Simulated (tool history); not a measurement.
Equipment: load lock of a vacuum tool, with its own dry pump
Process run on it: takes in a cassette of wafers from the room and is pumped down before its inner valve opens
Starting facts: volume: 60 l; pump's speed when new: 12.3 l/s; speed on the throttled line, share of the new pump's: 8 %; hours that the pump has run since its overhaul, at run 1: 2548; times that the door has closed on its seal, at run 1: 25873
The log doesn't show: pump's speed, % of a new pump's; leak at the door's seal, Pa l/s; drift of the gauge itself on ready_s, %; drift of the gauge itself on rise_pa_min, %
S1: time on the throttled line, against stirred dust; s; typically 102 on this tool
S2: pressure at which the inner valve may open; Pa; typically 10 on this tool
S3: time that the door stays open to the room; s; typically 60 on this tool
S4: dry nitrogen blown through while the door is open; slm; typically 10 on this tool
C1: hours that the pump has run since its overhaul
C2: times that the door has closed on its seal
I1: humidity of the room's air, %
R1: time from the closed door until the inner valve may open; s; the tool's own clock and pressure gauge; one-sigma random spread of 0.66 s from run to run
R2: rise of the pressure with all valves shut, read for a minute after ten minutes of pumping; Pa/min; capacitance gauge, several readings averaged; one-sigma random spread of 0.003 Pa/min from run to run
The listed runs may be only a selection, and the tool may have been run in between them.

run	hour	S1	S2	S3	S4	C1	C2	I1	R1	R2
1	0.0	102	10	60	10	2548	25873	43.0	141.7	0.185
2	101.3	102	10	60	30	2649	26279	44.8	139.9	0.179
3	197.9	102	10	60	30	2746	26666	42.7	140.4	0.180
4	278.9	102	10	60	30	2827	26991	44.7	141.8	0.188
5	360.6	136	10	60	30	2908	27319	47.7	172.8	0.184
6	465.3	136	10	60	30	3013	27738	44.6	171.5	0.196
7	543.1	136	10	60	30	3091	28050	44.3	171.4	0.193
8	594.5	136	10	60	30	3142	28256	42.3	174.1	0.192
9	660.4	102	10	60	4	3208	28520	44.8	141.5	0.220
10	713.1	102	10	60	4	3261	28731	46.4	141.7	0.216
11	766.9	102	10	60	21	3315	28947	48.6	142.6	0.207
12	862.8	102	10	60	21	3411	29331	42.9	140.8	0.209
13	930.8	102	11	60	10	3479	29604	45.6	143.0	0.218
14	979.7	102	11	63	10	3528	29800	46.3	141.5	0.216
15	1035.2	102	10	60	10	3583	30022	46.1	143.3	0.221
16	1080.7	102	10	60	10	3629	30205	44.4	142.2	0.218
17	1148.0	102	10	60	10	3696	30474	43.9	142.4	0.224
18	1224.4	102	10	60	9	3772	30781	44.1	142.7	0.224
19	1300.4	102	10	60	9	3848	31085	41.9	142.1	0.234
20	1347.4	102	11	60	17	3895	31273	41.1	140.8	0.234
21	1396.1	87	10	105	5	3944	31469	45.6	128.5	0.250
22	1451.1	87	10	105	5	3999	31689	42.1	128.0	0.253
23	1524.0	87	10	105	5	4072	31981	47.9	129.1	0.254
24	1616.6	130	20	60	10	4164	32352	48.1	165.3	0.244
25	1713.5	130	20	60	10	4261	32741	45.6	165.5	0.255
26	1755.9	130	20	60	10	4304	32910	45.7	162.4	0.254
27	1836.0	78	8	26	9	4384	33232	44.7	121.9	0.248
28	1937.7	78	9	26	28	4486	33639	43.7	122.6	0.251
29	1980.1	142	10	111	6	4528	33809	45.6	178.8	0.286
30	2082.1	142	10	111	6	4630	34218	44.6	178.3	0.285
31	2176.6	86	10	60	10	4724	34597	44.2	128.1	0.278
32	2248.9	86	10	60	10	4797	34886	44.4	128.0	0.283
33	2331.8	102	16	46	10	4880	35218	44.7	139.8	0.273
34	2435.5	76	15	128	8	4983	35634	46.0	117.8	0.301
35	2524.5	76	15	128	8	5072	35991	47.3	116.8	0.302
36	2624.1	142	15	128	8	5172	36390	44.6	177.0	0.308

What if the next run were any one of these 3? Each begins from the tool's condition after run 36:
A	2703.3	110	20	128	8	5251	36707	47.0	?	?
B	2703.3	77	11	128	27	5251	36707	43.0	?	?
C	2703.3	102	10	37	10	5251	36707	40.6	?	?

run	R1	R2
A	145.3	0.313
B	120.6	0.298
C	143.9	0.298
Without the tool's hidden state the same runs would have given:
run	R1	R2
A	141.6	0.044
B	116.1	0.031
C	139.5	0.026

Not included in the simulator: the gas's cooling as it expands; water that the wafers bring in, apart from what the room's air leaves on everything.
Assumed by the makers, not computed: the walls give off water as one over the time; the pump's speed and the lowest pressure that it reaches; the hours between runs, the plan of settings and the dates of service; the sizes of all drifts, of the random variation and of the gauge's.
